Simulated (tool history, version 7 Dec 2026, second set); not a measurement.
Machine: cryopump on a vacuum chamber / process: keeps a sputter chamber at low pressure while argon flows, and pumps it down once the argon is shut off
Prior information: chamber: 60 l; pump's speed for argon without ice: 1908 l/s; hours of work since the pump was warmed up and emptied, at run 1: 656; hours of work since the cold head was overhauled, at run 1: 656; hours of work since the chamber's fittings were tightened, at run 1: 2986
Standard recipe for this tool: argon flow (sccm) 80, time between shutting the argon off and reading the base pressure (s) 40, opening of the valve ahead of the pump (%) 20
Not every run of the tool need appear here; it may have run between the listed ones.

run,hour,argon flow (sccm),time between shutting the argon off and reading the base pressure (s),opening of the valve ahead of the pump (%),hours of work since the pump was warmed up and emptied,hours of work since the cold head was overhauled,hours of work since the chamber's fittings were tightened,pressure while argon flows (Pa),pressure after the wait (uPa)
1,0,80,40,20,656,656,2986,0.3695,3.8
2,21,80,40,20,666,666,2996,0.3723,3.75
3,46.5,80,40,25,678,678,3009,0.2997,3.81
4,78.8,55,40,20,694,694,3024,0.2547,3.87
5,98.4,55,40,20,703,703,3034,0.2548,3.83
6,126.6,55,40,20,717,717,3047,0.2564,3.82
# hour 133.7: leaking fittings of the chamber tightened, without venting
7,159.3,142,40,20,732,732,12,0.6591,2.13
8,186.3,80,40,39,745,745,25,0.1991,2.12
9,211,80,40,39,757,757,37,0.1991,2.13
10,241.5,80,40,39,771,771,52,0.199,2.19
11,276.8,80,40,20,788,788,69,0.3724,2.23
12,317,141,40,20,808,808,88,0.6601,2.23
13,349.3,140,97,20,823,823,104,0.6521,1.11
14,378.8,43,76,20,837,837,118,0.1999,1.29
15,399.5,43,76,20,847,847,128,0.1998,1.33
16,422.2,43,76,20,858,858,139,0.2006,1.28
17,443,43,76,20,868,868,149,0.2014,1.31
18,472.9,70,71,20,883,883,163,0.3301,1.42
19,498.4,70,71,20,895,895,175,0.3306,1.41
20,526.6,70,91,29,909,909,189,0.2341,1.19
21,564.7,70,91,32,927,927,207,0.2128,1.22
22,581.3,70,91,32,935,935,215,0.2132,1.2
23,602.9,70,91,32,945,945,226,0.2143,1.24
24,641.9,70,91,52,964,964,245,0.1393,1.23

Consider 5 possible next runs. They are alternatives, not a sequence: every one starts from the tool as it was left by run 24. What does each give?
# hour 660.1: pump warmed up, emptied and cooled again
A,672,80,74,20,6,976,257,?,?
# hour 660.1: pump warmed up, emptied and cooled again
B,672,59,86,43,6,976,257,?,?
# hour 660.1: pump warmed up, emptied and cooled again
C,672,78,59,30,6,976,257,?,?
# hour 660.1: pump warmed up, emptied and cooled again
D,672,67,23,20,6,976,257,?,?
# hour 660.1: pump warmed up, emptied and cooled again
E,672,139,174,27,6,976,257,?,?

run,pressure while argon flows (Pa),pressure after the wait (uPa)
A,0.3561,1.35
B,0.122,1.18
C,0.2302,1.64
D,0.2981,3.63
E,0.4564,0.73
Take away the tool's hidden state, keep each run's random variation, and the runs would have read:
run,pressure while argon flows (Pa),pressure after the wait (uPa)
A,0.3546,1.2
B,0.1209,1.03
C,0.2287,1.48
D,0.2969,3.48
E,0.4537,0.57

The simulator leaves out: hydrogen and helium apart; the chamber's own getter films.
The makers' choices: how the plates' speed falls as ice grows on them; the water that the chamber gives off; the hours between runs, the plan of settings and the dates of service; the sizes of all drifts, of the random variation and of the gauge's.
